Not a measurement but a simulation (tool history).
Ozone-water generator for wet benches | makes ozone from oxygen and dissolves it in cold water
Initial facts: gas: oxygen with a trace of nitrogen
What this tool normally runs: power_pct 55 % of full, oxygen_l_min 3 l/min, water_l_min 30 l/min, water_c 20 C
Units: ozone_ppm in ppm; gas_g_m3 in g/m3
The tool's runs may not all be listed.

run    hour  power_pct  oxygen_l_min  water_l_min  water_c  ozone_ppm  gas_g_m3
  1       0         55             3           30       20         14     223.8
  2    65.2         55             3           30       20       13.8     221.5
  3   199.6         55             3           30       20       13.8     220.6
  4   276.2         55             3           30       13       14.7     221.7
  5   397.4         46             3           30       20       12.3     193.6
  6   525.4         46             3           30       20         12     191.8
  7   588.8         46             3           30       20       12.2     193.5
  8   652.8         46             3           30       20       12.3     193.6
      698.7  -- contactor cleaned
  9   759.6         46             3           30       20       12.5     193.1
 10   870.3         46             3           30       20       12.2     191.2
 11   985.3         46             3           30       20       12.3     193.6
 12  1103.6         46             3           34       20       11.1     191.1
     1114.8  -- water thermometer calibrated
 13  1235.5         45          5.06           41       12       10.9     144.2
 14  1385.6         48          5.06           38       12       12.3       150
 15  1497.1         52           1.8           39       17        8.6       268
     1511.1  -- water thermometer calibrated, once more
 16  1621.7         51           1.8           39       17        8.7     263.3
 17  1686.3         55             3           30       24       13.4     214.5
 18    1756         54             3           30       21       13.7     213.2

Run by run, hidden condition taken away, random variation retained:
Unlogged tool condition in this case: yield of the discharge, % of new electrodes'; contactor's efficiency, % of a clean one's; true water temperature over the reading, C; drift of the gauge itself on ozone_ppm, %; drift of the gauge itself on gas_g_m3, %.
run  ozone_ppm  gas_g_m3
  1       14.9     230.5
  2       14.7     228.4
  3       14.8     228.1
  4       15.7     229.6
  5       13.2     199.8
  6       12.9     198.4
  7         13     200.4
  8       13.2     200.7
  9         13     200.5
 10       12.8       199
 11       12.9     201.8
 12       11.7     199.6
 13       11.5     150.9
 14         13     157.8
 15        9.3     283.9
 16        9.3     279.3
 17       14.5       229
 18       14.7     227.6
